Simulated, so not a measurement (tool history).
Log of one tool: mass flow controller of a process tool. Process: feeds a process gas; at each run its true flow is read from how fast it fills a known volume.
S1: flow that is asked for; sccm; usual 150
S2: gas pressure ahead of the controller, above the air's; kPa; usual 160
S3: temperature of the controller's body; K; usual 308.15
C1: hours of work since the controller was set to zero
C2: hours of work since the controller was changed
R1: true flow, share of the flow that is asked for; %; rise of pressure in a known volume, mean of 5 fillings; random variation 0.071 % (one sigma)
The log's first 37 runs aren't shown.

run	hour	S1	S2	S3	C1	C2	R1
38	8080.3	51	160	313.15	127	2934	100.99
39	8284.7	490	263	297.15	191	2997	99.08
40	8482.6	490	263	297.15	252	3058	98.86
41	8625.1	124	263	297.15	297	3103	98.49
42	8764.3	412	173	299.15	340	3146	99.53
43	8964.6	412	154	299.15	402	3208	99.56
44	9098.1	130	160	306.15	444	3250	100.24
45	9268.4	130	160	306.15	496	3302	100.19
46	9512.2	130	160	306.15	572	3378	100.27
47	9697	93	259	306.15	630	3436	99.97
48	9873	150	195	308.15	684	3490	100.43

4 ways to go on from here, each from the tool as it stands after run 48. What would each give?
A	10132.2	71	260	308.15	765	3571	?
B	10132.2	150	181	308.15	765	3571	?
C	10132.2	195	156	295.15	765	3571	?
D	10132.2	245	251	298.15	765	3571	?

run	R1
A	100.53
B	100.46
C	99.1
D	98.86
Without the tool's hidden state the same runs would have given:
run	R1
A	100.12
B	100.67
C	99.45
D	99.3
